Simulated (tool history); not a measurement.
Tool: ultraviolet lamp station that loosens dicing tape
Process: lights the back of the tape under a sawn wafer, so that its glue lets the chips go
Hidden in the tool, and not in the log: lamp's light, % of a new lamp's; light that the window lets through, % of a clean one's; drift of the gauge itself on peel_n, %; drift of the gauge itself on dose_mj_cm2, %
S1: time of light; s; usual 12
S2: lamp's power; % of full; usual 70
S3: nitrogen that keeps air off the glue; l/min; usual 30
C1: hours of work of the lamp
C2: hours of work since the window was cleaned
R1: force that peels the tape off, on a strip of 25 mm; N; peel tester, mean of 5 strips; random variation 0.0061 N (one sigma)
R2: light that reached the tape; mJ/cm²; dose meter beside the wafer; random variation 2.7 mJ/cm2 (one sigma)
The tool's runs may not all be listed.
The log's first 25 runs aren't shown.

run 26 hour=259.1 | S1=13 S2=70 S3=15 | C1=451 C2=162 | R1=0.256 R2=382
run 27 hour=270.7 | S1=13 S2=70 S3=10 | C1=459 C2=170 | R1=0.367 R2=381
run 28 hour=278.1 | S1=13 S2=96 S3=14 | C1=464 C2=176 | R1=0.114 R2=517
run 29 hour=292.7 | S1=13 S2=80 S3=21 | C1=475 C2=186 | R1=0.138 R2=437
run 30 hour=308.1 | S1=15 S2=72 S3=11 | C1=486 C2=197 | R1=0.224 R2=449
run 31 hour=318.3 | S1=15 S2=72 S3=11 | C1=493 C2=204 | R1=0.211 R2=451
run 32 hour=330.2 | S1=12 S2=69 S3=53 | C1=502 C2=213 | R1=0.126 R2=348
run 33 hour=341.5 | S1=7 S2=70 S3=46 | C1=510 C2=221 | R1=0.514 R2=206
run 34 hour=350.7 | S1=10 S2=100 S3=30 | C1=516 C2=228 | R1=0.118 R2=415
-- hour=353.1 window cleaned of glue's vapour
run 35 hour=366 | S1=10 S2=100 S3=30 | C1=527 C2=9 | R1=0.115 R2=423
run 36 hour=378.7 | S1=12 S2=69 S3=28 | C1=536 C2=18 | R1=0.201 R2=347
run 37 hour=392.1 | S1=12 S2=69 S3=28 | C1=546 C2=28 | R1=0.188 R2=351
run 38 hour=405.4 | S1=12 S2=74 S3=13 | C1=555 C2=38 | R1=0.309 R2=370
run 39 hour=414.4 | S1=14 S2=90 S3=13 | C1=562 C2=44 | R1=0.132 R2=536
run 40 hour=423.1 | S1=12 S2=66 S3=13 | C1=568 C2=50 | R1=0.391 R2=331
run 41 hour=430.2 | S1=12 S2=66 S3=13 | C1=573 C2=56 | R1=0.393 R2=331
run 42 hour=442.7 | S1=18 S2=67 S3=13 | C1=582 C2=65 | R1=0.126 R2=501
run 43 hour=449.9 | S1=11 S2=67 S3=32 | C1=588 C2=70 | R1=0.245 R2=309

3 ways to go on from here, each from the tool as it stands after run 43. What would each give?
run A hour=464.9 | S1=11 S2=70 S3=16 | C1=598 C2=81 | R1=? R2=?
run B hour=464.9 | S1=15 S2=91 S3=32 | C1=598 C2=81 | R1=? R2=?
run C hour=464.9 | S1=7 S2=70 S3=30 | C1=598 C2=81 | R1=? R2=?

run=A R1=0.375 R2=321
run=B R1=0.056 R2=568
run=C R1=0.651 R2=205
Without the tool's hidden state the same runs would have given:
run=A R1=0.37 R2=322
run=B R1=0.056 R2=571
run=C R1=0.645 R2=206
